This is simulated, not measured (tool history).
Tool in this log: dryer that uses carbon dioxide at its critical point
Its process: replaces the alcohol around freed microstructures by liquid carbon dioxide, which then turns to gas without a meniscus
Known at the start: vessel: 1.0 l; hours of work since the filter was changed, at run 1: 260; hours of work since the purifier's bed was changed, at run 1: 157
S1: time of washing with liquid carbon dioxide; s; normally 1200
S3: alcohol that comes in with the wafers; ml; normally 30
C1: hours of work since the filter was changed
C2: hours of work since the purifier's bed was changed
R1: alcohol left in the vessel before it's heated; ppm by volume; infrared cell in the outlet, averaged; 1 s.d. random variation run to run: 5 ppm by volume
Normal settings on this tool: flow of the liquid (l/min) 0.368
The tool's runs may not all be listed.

{"run": 1, "hour": 0.0, "S1": 1200, "flow of the liquid (l/min)": 0.368, "S3": 30, "C1": 260, "C2": 157, "R1": 68}
{"run": 2, "hour": 18.5, "S1": 1200, "flow of the liquid (l/min)": 0.368, "S3": 30, "C1": 270, "C2": 167, "R1": 71}
{"run": 3, "hour": 36.5, "S1": 1200, "flow of the liquid (l/min)": 0.368, "S3": 30, "C1": 279, "C2": 176, "R1": 75}
{"run": 4, "hour": 48.8, "S1": 1200, "flow of the liquid (l/min)": 0.368, "S3": 72, "C1": 285, "C2": 182, "R1": 150}
{"run": 5, "hour": 65.5, "S1": 1200, "flow of the liquid (l/min)": 0.368, "S3": 72, "C1": 294, "C2": 191, "R1": 150}
{"run": 6, "hour": 82.9, "S1": 1200, "flow of the liquid (l/min)": 0.368, "S3": 72, "C1": 302, "C2": 199, "R1": 147}
{"run": 7, "hour": 96.3, "S1": 1200, "flow of the liquid (l/min)": 0.368, "S3": 72, "C1": 309, "C2": 206, "R1": 163}
{"run": 8, "hour": 104.5, "S1": 1200, "flow of the liquid (l/min)": 0.266, "S3": 30, "C1": 313, "C2": 210, "R1": 358}
{"run": 9, "hour": 112.6, "S1": 1200, "flow of the liquid (l/min)": 0.266, "S3": 30, "C1": 317, "C2": 214, "R1": 357}
{"run": 10, "hour": 125.1, "S1": 1200, "flow of the liquid (l/min)": 0.266, "S3": 30, "C1": 324, "C2": 221, "R1": 364}
{"run": 11, "hour": 133.7, "S1": 1200, "flow of the liquid (l/min)": 0.529, "S3": 30, "C1": 328, "C2": 225, "R1": 31}
{"run": 12, "hour": 150.6, "S1": 1200, "flow of the liquid (l/min)": 0.529, "S3": 30, "C1": 337, "C2": 234, "R1": 36}
{"run": 13, "hour": 159.7, "S1": 840, "flow of the liquid (l/min)": 0.368, "S3": 30, "C1": 341, "C2": 238, "R1": 402}
{"run": 14, "hour": 172.4, "S1": 840, "flow of the liquid (l/min)": 0.368, "S3": 30, "C1": 348, "C2": 245, "R1": 404}
{"run": 15, "hour": 191.5, "S1": 1200, "flow of the liquid (l/min)": 0.523, "S3": 30, "C1": 357, "C2": 254, "R1": 32}
{"run": 16, "hour": 206.1, "S1": 1200, "flow of the liquid (l/min)": 0.368, "S3": 26, "C1": 365, "C2": 262, "R1": 90}
{"run": 17, "hour": 219.3, "S1": 1200, "flow of the liquid (l/min)": 0.368, "S3": 26, "C1": 371, "C2": 268, "R1": 86}
{"hour": 230.4, "done": "inlet filter changed"}
{"run": 18, "hour": 237.5, "S1": 1200, "flow of the liquid (l/min)": 0.368, "S3": 26, "C1": 4, "C2": 277, "R1": 54}
{"run": 19, "hour": 251.3, "S1": 1200, "flow of the liquid (l/min)": 0.368, "S3": 26, "C1": 11, "C2": 284, "R1": 59}
{"run": 20, "hour": 263.6, "S1": 1200, "flow of the liquid (l/min)": 0.368, "S3": 26, "C1": 17, "C2": 290, "R1": 60}
{"run": 21, "hour": 273.6, "S1": 1800, "flow of the liquid (l/min)": 0.368, "S3": 30, "C1": 22, "C2": 295, "R1": 52}
{"run": 22, "hour": 283.8, "S1": 1800, "flow of the liquid (l/min)": 0.368, "S3": 30, "C1": 27, "C2": 300, "R1": 44}
{"run": 23, "hour": 300.6, "S1": 1200, "flow of the liquid (l/min)": 0.368, "S3": 30, "C1": 36, "C2": 309, "R1": 61}
{"run": 24, "hour": 314.1, "S1": 1200, "flow of the liquid (l/min)": 0.368, "S3": 63, "C1": 42, "C2": 316, "R1": 96}
{"run": 25, "hour": 327.3, "S1": 1200, "flow of the liquid (l/min)": 0.368, "S3": 63, "C1": 49, "C2": 322, "R1": 114}
{"run": 26, "hour": 344.0, "S1": 1200, "flow of the liquid (l/min)": 0.368, "S3": 36, "C1": 57, "C2": 331, "R1": 73}
{"run": 27, "hour": 355.8, "S1": 1200, "flow of the liquid (l/min)": 0.276, "S3": 25, "C1": 63, "C2": 337, "R1": 191}
{"run": 28, "hour": 368.3, "S1": 1020, "flow of the liquid (l/min)": 0.513, "S3": 23, "C1": 70, "C2": 343, "R1": 45}
{"run": 29, "hour": 384.1, "S1": 780, "flow of the liquid (l/min)": 0.333, "S3": 24, "C1": 78, "C2": 351, "R1": 471}
{"run": 30, "hour": 398.0, "S1": 1620, "flow of the liquid (l/min)": 0.333, "S3": 41, "C1": 85, "C2": 358, "R1": 47}
{"run": 31, "hour": 413.6, "S1": 840, "flow of the liquid (l/min)": 0.388, "S3": 76, "C1": 93, "C2": 366, "R1": 521}
{"run": 32, "hour": 422.6, "S1": 840, "flow of the liquid (l/min)": 0.368, "S3": 30, "C1": 97, "C2": 371, "R1": 302}
{"run": 33, "hour": 436.6, "S1": 840, "flow of the liquid (l/min)": 0.276, "S3": 30, "C1": 104, "C2": 378, "R1": 890}
{"run": 34, "hour": 449.7, "S1": 840, "flow of the liquid (l/min)": 0.276, "S3": 109, "C1": 111, "C2": 384, "R1": 3251}
{"run": 35, "hour": 462.1, "S1": 1320, "flow of the liquid (l/min)": 0.368, "S3": 50, "C1": 117, "C2": 390, "R1": 73}
{"run": 36, "hour": 479.6, "S1": 1320, "flow of the liquid (l/min)": 0.368, "S3": 50, "C1": 126, "C2": 399, "R1": 79}
{"run": 37, "hour": 493.1, "S1": 1320, "flow of the liquid (l/min)": 0.368, "S3": 50, "C1": 133, "C2": 406, "R1": 77}
{"run": 38, "hour": 504.5, "S1": 780, "flow of the liquid (l/min)": 0.26, "S3": 62, "C1": 139, "C2": 412, "R1": 2978}
{"run": 39, "hour": 519.7, "S1": 1140, "flow of the liquid (l/min)": 0.26, "S3": 32, "C1": 146, "C2": 420, "R1": 411}
{"run": 40, "hour": 537.2, "S1": 1200, "flow of the liquid (l/min)": 0.368, "S3": 70, "C1": 155, "C2": 428, "R1": 142}
{"run": 41, "hour": 548.6, "S1": 1200, "flow of the liquid (l/min)": 0.368, "S3": 70, "C1": 161, "C2": 434, "R1": 139}
{"run": 42, "hour": 559.8, "S1": 1200, "flow of the liquid (l/min)": 0.288, "S3": 21, "C1": 166, "C2": 440, "R1": 168}
{"run": 43, "hour": 576.7, "S1": 720, "flow of the liquid (l/min)": 0.354, "S3": 30, "C1": 175, "C2": 448, "R1": 680}
{"run": 44, "hour": 595.6, "S1": 1080, "flow of the liquid (l/min)": 0.522, "S3": 30, "C1": 185, "C2": 458, "R1": 59}
{"run": 45, "hour": 607.8, "S1": 1080, "flow of the liquid (l/min)": 0.522, "S3": 101, "C1": 191, "C2": 464, "R1": 75}
{"run": 46, "hour": 619.3, "S1": 1800, "flow of the liquid (l/min)": 0.421, "S3": 55, "C1": 197, "C2": 470, "R1": 57}
{"run": 47, "hour": 628.8, "S1": 840, "flow of the liquid (l/min)": 0.296, "S3": 67, "C1": 201, "C2": 475, "R1": 1688}

Measured result minus the same run's result without the hidden state. Both carry the same run-to-run variation, though not necessarily the same gauge scatter:
The hidden state here: flow that reaches the vessel past the clogged filter, %; alcohol in the recycled carbon dioxide, ppm; drift of the gauge itself on alcohol_ppm, %.
run=1 R1=+42
run=2 R1=+42
run=3 R1=+45
run=4 R1=+80
run=5 R1=+85
run=6 R1=+86
run=7 R1=+91
run=8 R1=+158
run=9 R1=+160
run=10 R1=+166
run=11 R1=+28
run=12 R1=+29
run=13 R1=+189
run=14 R1=+186
run=15 R1=+32
run=16 R1=+59
run=17 R1=+61
run=18 R1=+32
run=19 R1=+32
run=20 R1=+34
run=21 R1=+35
run=22 R1=+33
run=23 R1=+37
run=24 R1=+41
run=25 R1=+43
run=26 R1=+42
run=27 R1=+53
run=28 R1=+40
run=29 R1=+83
run=30 R1=+43
run=31 R1=+109
run=32 R1=+79
run=33 R1=+140
run=34 R1=+434
run=35 R1=+52
run=36 R1=+52
run=37 R1=+55
run=38 R1=+434
run=39 R1=+117
run=40 R1=+74
run=41 R1=+75
run=42 R1=+79
run=43 R1=+178
run=44 R1=+53
run=45 R1=+61
run=46 R1=+53
run=47 R1=+417

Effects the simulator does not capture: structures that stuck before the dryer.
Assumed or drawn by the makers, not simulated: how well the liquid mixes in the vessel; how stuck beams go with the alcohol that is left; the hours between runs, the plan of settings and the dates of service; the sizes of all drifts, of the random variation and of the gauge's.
